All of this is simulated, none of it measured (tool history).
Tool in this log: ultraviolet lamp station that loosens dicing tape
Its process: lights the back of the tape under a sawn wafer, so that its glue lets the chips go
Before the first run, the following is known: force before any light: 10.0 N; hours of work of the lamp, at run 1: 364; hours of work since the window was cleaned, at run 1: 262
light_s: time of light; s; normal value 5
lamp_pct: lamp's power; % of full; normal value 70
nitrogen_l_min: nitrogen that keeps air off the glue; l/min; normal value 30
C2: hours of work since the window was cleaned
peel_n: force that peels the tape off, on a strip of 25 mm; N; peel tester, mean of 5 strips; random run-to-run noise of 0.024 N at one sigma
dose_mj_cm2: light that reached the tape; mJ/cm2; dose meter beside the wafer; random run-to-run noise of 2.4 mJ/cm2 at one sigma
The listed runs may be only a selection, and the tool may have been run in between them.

{"run": 1, "hour": 0.0, "light_s": 5, "lamp_pct": 70, "nitrogen_l_min": 30, "hours of work of the lamp": 364, "C2": 262, "peel_n": 1.75, "dose_mj_cm2": 198}
{"run": 2, "hour": 14.2, "light_s": 5, "lamp_pct": 70, "nitrogen_l_min": 30, "hours of work of the lamp": 371, "C2": 269, "peel_n": 1.749, "dose_mj_cm2": 193}
{"run": 3, "hour": 36.0, "light_s": 5, "lamp_pct": 70, "nitrogen_l_min": 45, "hours of work of the lamp": 382, "C2": 280, "peel_n": 1.438, "dose_mj_cm2": 195}
{"run": 4, "hour": 48.2, "light_s": 5, "lamp_pct": 70, "nitrogen_l_min": 45, "hours of work of the lamp": 388, "C2": 286, "peel_n": 1.553, "dose_mj_cm2": 195}
{"run": 5, "hour": 73.2, "light_s": 5, "lamp_pct": 70, "nitrogen_l_min": 30, "hours of work of the lamp": 400, "C2": 299, "peel_n": 1.882, "dose_mj_cm2": 192}
{"run": 6, "hour": 100.6, "light_s": 5, "lamp_pct": 85, "nitrogen_l_min": 30, "hours of work of the lamp": 414, "C2": 313, "peel_n": 1.317, "dose_mj_cm2": 229}
{"run": 7, "hour": 116.8, "light_s": 5, "lamp_pct": 70, "nitrogen_l_min": 30, "hours of work of the lamp": 422, "C2": 321, "peel_n": 1.923, "dose_mj_cm2": 192}
{"hour": 121.8, "done": "window cleaned of glue's vapour"}
{"run": 8, "hour": 138.2, "light_s": 5, "lamp_pct": 70, "nitrogen_l_min": 30, "hours of work of the lamp": 433, "C2": 8, "peel_n": 1.984, "dose_mj_cm2": 176}
{"run": 9, "hour": 152.1, "light_s": 5, "lamp_pct": 70, "nitrogen_l_min": 30, "hours of work of the lamp": 440, "C2": 15, "peel_n": 2.054, "dose_mj_cm2": 181}
{"run": 10, "hour": 166.2, "light_s": 5, "lamp_pct": 70, "nitrogen_l_min": 30, "hours of work of the lamp": 447, "C2": 22, "peel_n": 2.088, "dose_mj_cm2": 179}
{"run": 11, "hour": 179.7, "light_s": 5, "lamp_pct": 70, "nitrogen_l_min": 30, "hours of work of the lamp": 453, "C2": 29, "peel_n": 2.06, "dose_mj_cm2": 177}
{"run": 12, "hour": 196.7, "light_s": 6, "lamp_pct": 70, "nitrogen_l_min": 30, "hours of work of the lamp": 462, "C2": 38, "peel_n": 1.525, "dose_mj_cm2": 213}
{"run": 13, "hour": 213.3, "light_s": 6, "lamp_pct": 70, "nitrogen_l_min": 30, "hours of work of the lamp": 470, "C2": 46, "peel_n": 1.554, "dose_mj_cm2": 212}
{"run": 14, "hour": 226.1, "light_s": 5, "lamp_pct": 74, "nitrogen_l_min": 30, "hours of work of the lamp": 477, "C2": 52, "peel_n": 2.029, "dose_mj_cm2": 183}
{"hour": 233.0, "done": "window cleaned of glue's vapour, once more"}
{"run": 15, "hour": 240.0, "light_s": 5, "lamp_pct": 74, "nitrogen_l_min": 30, "hours of work of the lamp": 483, "C2": 3, "peel_n": 1.281, "dose_mj_cm2": 236}
{"run": 16, "hour": 262.4, "light_s": 5, "lamp_pct": 74, "nitrogen_l_min": 30, "hours of work of the lamp": 495, "C2": 15, "peel_n": 1.298, "dose_mj_cm2": 233}
{"run": 17, "hour": 284.7, "light_s": 5, "lamp_pct": 74, "nitrogen_l_min": 30, "hours of work of the lamp": 506, "C2": 26, "peel_n": 1.324, "dose_mj_cm2": 234}
{"run": 18, "hour": 311.8, "light_s": 5, "lamp_pct": 74, "nitrogen_l_min": 30, "hours of work of the lamp": 519, "C2": 39, "peel_n": 1.307, "dose_mj_cm2": 230}
{"run": 19, "hour": 326.5, "light_s": 5, "lamp_pct": 74, "nitrogen_l_min": 30, "hours of work of the lamp": 527, "C2": 47, "peel_n": 1.349, "dose_mj_cm2": 234}
{"run": 20, "hour": 343.4, "light_s": 5, "lamp_pct": 74, "nitrogen_l_min": 30, "hours of work of the lamp": 535, "C2": 55, "peel_n": 1.339, "dose_mj_cm2": 226}
{"run": 21, "hour": 360.7, "light_s": 5, "lamp_pct": 74, "nitrogen_l_min": 30, "hours of work of the lamp": 544, "C2": 64, "peel_n": 1.435, "dose_mj_cm2": 228}
{"run": 22, "hour": 376.2, "light_s": 5, "lamp_pct": 74, "nitrogen_l_min": 43, "hours of work of the lamp": 552, "C2": 72, "peel_n": 1.159, "dose_mj_cm2": 230}
{"run": 23, "hour": 395.1, "light_s": 5, "lamp_pct": 74, "nitrogen_l_min": 43, "hours of work of the lamp": 561, "C2": 81, "peel_n": 1.18, "dose_mj_cm2": 223}
{"run": 24, "hour": 411.1, "light_s": 6, "lamp_pct": 98, "nitrogen_l_min": 9, "hours of work of the lamp": 569, "C2": 89, "peel_n": 1.282, "dose_mj_cm2": 355}
{"run": 25, "hour": 422.7, "light_s": 6, "lamp_pct": 98, "nitrogen_l_min": 9, "hours of work of the lamp": 575, "C2": 95, "peel_n": 1.299, "dose_mj_cm2": 351}
{"run": 26, "hour": 441.0, "light_s": 5, "lamp_pct": 91, "nitrogen_l_min": 19, "hours of work of the lamp": 584, "C2": 104, "peel_n": 1.285, "dose_mj_cm2": 272}
{"run": 27, "hour": 453.3, "light_s": 5, "lamp_pct": 91, "nitrogen_l_min": 19, "hours of work of the lamp": 590, "C2": 110, "peel_n": 1.31, "dose_mj_cm2": 269}
{"run": 28, "hour": 475.3, "light_s": 5, "lamp_pct": 91, "nitrogen_l_min": 19, "hours of work of the lamp": 601, "C2": 121, "peel_n": 1.359, "dose_mj_cm2": 264}
{"run": 29, "hour": 490.6, "light_s": 2, "lamp_pct": 84, "nitrogen_l_min": 30, "hours of work of the lamp": 609, "C2": 129, "peel_n": 4.19, "dose_mj_cm2": 102}
{"run": 30, "hour": 505.5, "light_s": 2, "lamp_pct": 71, "nitrogen_l_min": 11, "hours of work of the lamp": 616, "C2": 137, "peel_n": 5.943, "dose_mj_cm2": 80}
{"run": 31, "hour": 530.1, "light_s": 7, "lamp_pct": 70, "nitrogen_l_min": 15, "hours of work of the lamp": 629, "C2": 149, "peel_n": 1.435, "dose_mj_cm2": 282}
{"run": 32, "hour": 550.0, "light_s": 6, "lamp_pct": 86, "nitrogen_l_min": 30, "hours of work of the lamp": 639, "C2": 159, "peel_n": 0.811, "dose_mj_cm2": 297}
{"run": 33, "hour": 565.7, "light_s": 6, "lamp_pct": 86, "nitrogen_l_min": 30, "hours of work of the lamp": 647, "C2": 167, "peel_n": 0.776, "dose_mj_cm2": 288}
{"run": 34, "hour": 581.0, "light_s": 6, "lamp_pct": 86, "nitrogen_l_min": 30, "hours of work of the lamp": 654, "C2": 174, "peel_n": 0.812, "dose_mj_cm2": 292}
{"run": 35, "hour": 592.7, "light_s": 5, "lamp_pct": 70, "nitrogen_l_min": 10, "hours of work of the lamp": 660, "C2": 180, "peel_n": 3.024, "dose_mj_cm2": 198}
{"run": 36, "hour": 615.0, "light_s": 5, "lamp_pct": 70, "nitrogen_l_min": 10, "hours of work of the lamp": 671, "C2": 191, "peel_n": 2.928, "dose_mj_cm2": 195}
{"run": 37, "hour": 641.7, "light_s": 5, "lamp_pct": 70, "nitrogen_l_min": 10, "hours of work of the lamp": 685, "C2": 205, "peel_n": 3.094, "dose_mj_cm2": 195}
{"run": 38, "hour": 661.9, "light_s": 9, "lamp_pct": 65, "nitrogen_l_min": 37, "hours of work of the lamp": 695, "C2": 215, "peel_n": 0.559, "dose_mj_cm2": 318}
{"run": 39, "hour": 676.6, "light_s": 9, "lamp_pct": 90, "nitrogen_l_min": 37, "hours of work of the lamp": 702, "C2": 222, "peel_n": 0.231, "dose_mj_cm2": 442}
{"run": 40, "hour": 699.2, "light_s": 9, "lamp_pct": 76, "nitrogen_l_min": 12, "hours of work of the lamp": 714, "C2": 234, "peel_n": 0.935, "dose_mj_cm2": 365}
{"run": 41, "hour": 711.9, "light_s": 6, "lamp_pct": 76, "nitrogen_l_min": 12, "hours of work of the lamp": 720, "C2": 240, "peel_n": 2.013, "dose_mj_cm2": 241}
{"run": 42, "hour": 726.2, "light_s": 2, "lamp_pct": 62, "nitrogen_l_min": 41, "hours of work of the lamp": 727, "C2": 247, "peel_n": 5.124, "dose_mj_cm2": 64}
{"run": 43, "hour": 748.3, "light_s": 2, "lamp_pct": 67, "nitrogen_l_min": 41, "hours of work of the lamp": 738, "C2": 258, "peel_n": 4.872, "dose_mj_cm2": 73}
{"run": 44, "hour": 768.1, "light_s": 2, "lamp_pct": 67, "nitrogen_l_min": 41, "hours of work of the lamp": 748, "C2": 268, "peel_n": 5.279, "dose_mj_cm2": 68}

Some steps in peel_n between neighbouring runs. How much of each would the tool show without its hidden state too (settings, what came in, random variation), and how much is left for the hidden state, with any gauge scatter that isn't in both results?
Hidden conditions of the tool in this case: lamp's light, % of a new lamp's; light that the window lets through, % of a clean one's; drift of the gauge itself on peel_n, %; drift of the gauge itself on dose_mj_cm2, %.
Run 14 -> 15: window cleaned of glue's vapour, once more. peel_n -0.748 N: hidden state -0.726, all else -0.022.
Run 28 -> 29: light_s 5 -> 2, lamp_pct 91 -> 84, nitrogen_l_min 19 -> 30. peel_n +2.831 N: hidden state +0.257, all else +2.574.
Run 30 -> 31: light_s 2 -> 7, lamp_pct 71 -> 70, nitrogen_l_min 11 -> 15. peel_n -4.508 N: hidden state -0.142, all else -4.366.
Run 34 -> 35: light_s 6 -> 5, lamp_pct 86 -> 70, nitrogen_l_min 30 -> 10. peel_n +2.212 N: hidden state +0.449, all else +1.763.
Run 37 -> 38: light_s 5 -> 9, lamp_pct 70 -> 65, nitrogen_l_min 10 -> 37. peel_n -2.535 N: hidden state -0.584, all else -1.951.
Run 41 -> 42: light_s 6 -> 2, lamp_pct 76 -> 62, nitrogen_l_min 12 -> 41. peel_n +3.111 N: hidden state +0.176, all else +2.935.

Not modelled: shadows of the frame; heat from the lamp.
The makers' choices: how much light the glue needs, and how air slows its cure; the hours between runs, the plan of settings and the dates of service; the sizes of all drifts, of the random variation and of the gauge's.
